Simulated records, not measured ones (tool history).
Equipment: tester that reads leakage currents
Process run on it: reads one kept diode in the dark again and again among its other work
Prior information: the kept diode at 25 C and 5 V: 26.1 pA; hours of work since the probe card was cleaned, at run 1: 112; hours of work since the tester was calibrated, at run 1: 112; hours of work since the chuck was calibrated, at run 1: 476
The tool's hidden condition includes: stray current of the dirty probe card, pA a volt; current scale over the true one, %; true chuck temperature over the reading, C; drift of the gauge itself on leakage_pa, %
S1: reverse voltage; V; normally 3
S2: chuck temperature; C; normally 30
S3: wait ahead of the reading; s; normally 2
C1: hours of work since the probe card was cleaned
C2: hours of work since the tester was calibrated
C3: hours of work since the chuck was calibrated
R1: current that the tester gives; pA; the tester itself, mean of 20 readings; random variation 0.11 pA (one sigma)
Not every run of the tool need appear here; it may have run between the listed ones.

run,day,S1,S2,S3,C1,C2,C3,R1
1,0,3,30,2,112,112,476,32.35
2,1.979,3,30,2,135,135,499,32.47
3,3.85,3,30,2,157,157,521,32.77
4,6.246,3,30,6.64,185,185,549,32.53
5,8.579,11.99,30,2,212,212,576,60.21
6,9.921,3,30,2,228,228,591,32.87
7,12.262,3,30,2,255,255,619,32.93
8,13.879,3,30,2,274,274,638,33.16
9,15.846,3,30,2,297,297,661,33.17
10,17.658,3,30,2,318,318,682,33.31
11,19.962,3,30,2,345,345,709,33.07
12,21.133,3,30,2,359,359,723,33.43
13,22.333,3,30,4.44,373,373,737,33.04
14,24.288,3,30,4.44,396,396,759,33.31
15,25.846,3,30,4.44,414,414,778,33.4
16,27.738,9.82,30,2,436,436,800,58.53
17,29.421,3,30,2,456,456,819,33.54
18,31.088,3,30,2,475,475,839,33.76
19,33.6,3,30,2,504,504,868,33.82
20,36,3,30,2,532,532,896,33.84
21,37.229,3,35,2,547,547,911,49.69
22,38.967,1.13,57,2.7,567,567,931,179.49
23,40.858,9.73,30,2,589,589,953,60.77
24,43.312,9.73,30,2,618,618,982,61.35
25,45.583,3,28,1.67,644,644,1008,29.56
26,46.908,3.2,22,1.28,660,660,1024,19.95
27,49,3.7,30,9.18,684,684,1048,37.91
28,50.738,3,30,8.51,705,705,1069,34.31
29,53.046,16.76,24,0.91,732,732,1096,63.31
30,54.75,3.41,30,8.21,752,752,1115,36.83
31,56.817,3,60,5.43,776,776,1140,322.23
32,59.167,3,60,5.43,803,803,1167,325.28
33,61.142,3,60,5.43,826,826,1190,321.96
34,63.512,3,60,5.43,854,854,1218,322.36
35,65.042,6.63,43,7.4,872,872,1236,131.15
36,67.021,4.1,59,7.4,895,895,1259,339.27
37,69.492,4.1,59,7.4,924,924,1288,336.98
38,71.825,2.99,47,2,951,951,1315,124.67
39,73.421,9.45,30,4.5,970,970,1334,65.72
40,76.017,8.04,30,6.52,1000,1000,1364,60.44

Below, each run's measurement less what the same run would have read without the hidden state. Both values contain the same run-to-run variation, but the gauge's scatter may not be the same in both:
run,R1
1,-0.91
2,-0.83
3,-0.75
4,-0.66
5,+2.29
6,-0.51
7,-0.41
8,-0.34
9,-0.27
10,-0.18
11,-0.1
12,-0.05
13,+0
14,+0.06
15,+0.12
16,+5.05
17,+0.27
18,+0.34
19,+0.45
20,+0.54
21,-0.81
22,-13.35
23,+7.48
24,+7.98
25,+1.43
26,+2.83
27,+1.85
28,+1.17
29,+22.22
30,+1.83
31,-26.26
32,-27.04
33,-27.18
34,-27.77
35,-1.74
36,-28.31
37,-28.64
38,-8.5
39,+13.3
40,+11.17
